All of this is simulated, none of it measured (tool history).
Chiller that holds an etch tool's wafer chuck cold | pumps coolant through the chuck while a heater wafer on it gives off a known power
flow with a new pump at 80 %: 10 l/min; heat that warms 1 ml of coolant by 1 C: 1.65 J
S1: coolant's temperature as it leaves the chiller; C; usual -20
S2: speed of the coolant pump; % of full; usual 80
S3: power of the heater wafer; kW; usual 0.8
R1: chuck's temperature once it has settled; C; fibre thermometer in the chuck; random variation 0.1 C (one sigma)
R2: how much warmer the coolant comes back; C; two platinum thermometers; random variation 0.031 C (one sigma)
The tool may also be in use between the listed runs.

Run 1, day 0: usual settings. Result: R1 -12.1 C, R2 3.09 C.
Run 2, day 1.467: usual settings. Result: R1 -12.2 C, R2 3.22 C.
Run 3, day 3.183: usual settings but S1 -29 C. Result: R1 -21.1 C, R2 3.2 C.
Run 4, day 4.638: usual settings. Result: R1 -12.2 C, R2 3.18 C.
Run 5, day 6.596: usual settings but S3 0.636 kW. Result: R1 -14 C, R2 2.5 C.
Run 6, day 7.55: usual settings but S3 0.636 kW. Result: R1 -13.9 C, R2 2.53 C.
Run 7, day 9.379: usual settings but S2 99 % of full, S3 0.598 kW. Result: R1 -15.2 C, R2 1.83 C.
Run 8, day 11.117: usual settings but S2 99 % of full, S3 0.551 kW. Result: R1 -15.5 C, R2 1.72 C.
At day 11.5: coolant pump overhauled.
Run 9, day 13.258: usual settings but S1 -13 C, S2 85 % of full. Result: R1 -5.3 C, R2 3.09 C.
Run 10, day 15.267: usual settings but S1 -23 C, S2 89 % of full, S3 0.623 kW. Result: R1 -17.4 C, R2 2.29 C.
Run 11, day 17.067: usual settings but S1 -28 C, S2 64 % of full, S3 0.509 kW. Result: R1 -22 C, R2 2.71 C.

4 ways to go on from here, each from the tool as it stands after run 11. What would each give?
Run A, day 18.842: usual settings but S1 -28 C, S2 83 % of full, S3 0.509 kW. Result: R1 ?, R2 ?.
Run B, day 18.842: usual settings but S1 -24 C, S2 87 % of full, S3 1.062 kW. Result: R1 ?, R2 ?.
Run C, day 18.842: usual settings but S1 -17 C, S2 95 % of full, S3 1.192 kW. Result: R1 ?, R2 ?.
Run D, day 18.842: usual settings but S1 -15 C, S2 64 % of full, S3 0.666 kW. Result: R1 ?, R2 ?.

run     R1    R2
  A  -23.2  1.98
  B  -13.8  4.02
  C   -6.4  4.01
  D   -6.9  3.56
Without the tool's hidden state the same runs would have given:
run     R1    R2
  A  -23.6  1.74
  B  -15.1  3.54
  C   -7.9  3.52
  D   -7.9  3.13
